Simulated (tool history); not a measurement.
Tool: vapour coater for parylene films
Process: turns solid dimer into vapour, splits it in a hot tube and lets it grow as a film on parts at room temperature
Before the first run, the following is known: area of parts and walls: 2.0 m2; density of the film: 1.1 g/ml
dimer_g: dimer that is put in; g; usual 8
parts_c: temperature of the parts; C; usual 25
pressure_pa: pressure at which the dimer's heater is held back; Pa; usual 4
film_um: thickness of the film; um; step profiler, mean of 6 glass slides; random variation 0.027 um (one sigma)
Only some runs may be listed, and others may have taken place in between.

run 1 day=0 | dimer_g=8 parts_c=25 pressure_pa=4 | film_um=1.99
-- day=0.521 trap's valve overhauled
run 2 day=1 | dimer_g=8 parts_c=25 pressure_pa=4 | film_um=2.23
run 3 day=1.712 | dimer_g=8 parts_c=25 pressure_pa=4 | film_um=2.16
run 4 day=2.233 | dimer_g=8 parts_c=25 pressure_pa=10.94 | film_um=1.81
run 5 day=3.292 | dimer_g=8 parts_c=25 pressure_pa=10.94 | film_um=1.81
run 6 day=3.9 | dimer_g=8 parts_c=20 pressure_pa=10.94 | film_um=2.13
run 7 day=4.771 | dimer_g=8 parts_c=20 pressure_pa=10.94 | film_um=2.05
run 8 day=5.346 | dimer_g=8 parts_c=25 pressure_pa=4 | film_um=2.17
run 9 day=6.075 | dimer_g=8 parts_c=25 pressure_pa=4 | film_um=2.17
run 10 day=6.9 | dimer_g=4 parts_c=25 pressure_pa=4 | film_um=1.06
run 11 day=7.454 | dimer_g=4 parts_c=25 pressure_pa=4 | film_um=1.07
run 12 day=8.008 | dimer_g=4 parts_c=25 pressure_pa=4 | film_um=1.04
run 13 day=8.575 | dimer_g=4 parts_c=25 pressure_pa=4 | film_um=1.05
run 14 day=9.558 | dimer_g=4 parts_c=25 pressure_pa=4 | film_um=1.06
run 15 day=10.154 | dimer_g=3 parts_c=25 pressure_pa=4 | film_um=0.8
run 16 day=10.888 | dimer_g=3 parts_c=25 pressure_pa=4 | film_um=0.76
run 17 day=11.396 | dimer_g=3 parts_c=25 pressure_pa=4 | film_um=0.83
run 18 day=12.054 | dimer_g=8 parts_c=25 pressure_pa=4 | film_um=2.07
-- day=12.158 table's thermometer calibrated
run 19 day=12.754 | dimer_g=8 parts_c=25 pressure_pa=2.81 | film_um=2.25
run 20 day=13.379 | dimer_g=4 parts_c=25 pressure_pa=2.81 | film_um=1.15
run 21 day=13.958 | dimer_g=8 parts_c=25 pressure_pa=4 | film_um=2.07
run 22 day=14.396 | dimer_g=9 parts_c=24 pressure_pa=4 | film_um=2.48
run 23 day=14.958 | dimer_g=9 parts_c=24 pressure_pa=4 | film_um=2.43
run 24 day=15.525 | dimer_g=6 parts_c=27 pressure_pa=6.14 | film_um=1.36
run 25 day=15.975 | dimer_g=12 parts_c=23 pressure_pa=2.52 | film_um=3.62
run 26 day=16.517 | dimer_g=8 parts_c=20 pressure_pa=5.97 | film_um=2.25
run 27 day=17.5 | dimer_g=8 parts_c=23 pressure_pa=8.98 | film_um=1.85
-- day=18.079 table's thermometer calibrated, once more
run 28 day=18.129 | dimer_g=8 parts_c=23 pressure_pa=3.39 | film_um=2.27
run 29 day=18.85 | dimer_g=3 parts_c=24 pressure_pa=7.49 | film_um=0.72
run 30 day=19.429 | dimer_g=3 parts_c=24 pressure_pa=7.49 | film_um=0.73
run 31 day=20.171 | dimer_g=8 parts_c=21 pressure_pa=4 | film_um=2.39
run 32 day=21 | dimer_g=8 parts_c=21 pressure_pa=5.93 | film_um=2.15
run 33 day=21.812 | dimer_g=5 parts_c=20 pressure_pa=5.93 | film_um=1.4
run 34 day=22.508 | dimer_g=8 parts_c=17 pressure_pa=4.33 | film_um=2.61
run 35 day=23.017 | dimer_g=4 parts_c=24 pressure_pa=11.35 | film_um=0.88
run 36 day=24.025 | dimer_g=13 parts_c=21 pressure_pa=3.13 | film_um=3.96
run 37 day=24.979 | dimer_g=4 parts_c=25 pressure_pa=9.07 | film_um=0.85
run 38 day=25.996 | dimer_g=13 parts_c=22 pressure_pa=9.07 | film_um=3.09
run 39 day=26.979 | dimer_g=13 parts_c=22 pressure_pa=3.28 | film_um=3.8
run 40 day=27.471 | dimer_g=6 parts_c=18 pressure_pa=4 | film_um=1.9
run 41 day=28.412 | dimer_g=5 parts_c=24 pressure_pa=5.9 | film_um=1.21
run 42 day=29.129 | dimer_g=5 parts_c=24 pressure_pa=5.9 | film_um=1.21

Branching from run 42: 5 alternative next runs. What would each branch give?
run A day=29.742 | dimer_g=10 parts_c=24 pressure_pa=5.9 | film_um=?
run B day=29.742 | dimer_g=5 parts_c=24 pressure_pa=4.28 | film_um=?
run C day=29.742 | dimer_g=5 parts_c=24 pressure_pa=2.87 | film_um=?
run D day=29.742 | dimer_g=5 parts_c=24 pressure_pa=3.98 | film_um=?
run E day=29.742 | dimer_g=3 parts_c=25 pressure_pa=4 | film_um=?

run=A film_um=2.34
run=B film_um=1.26
run=C film_um=1.37
run=D film_um=1.33
run=E film_um=0.8
Without the tool's hidden state the same runs would have given:
run=A film_um=2.6
run=B film_um=1.4
run=C film_um=1.52
run=D film_um=1.47
run=E film_um=0.88
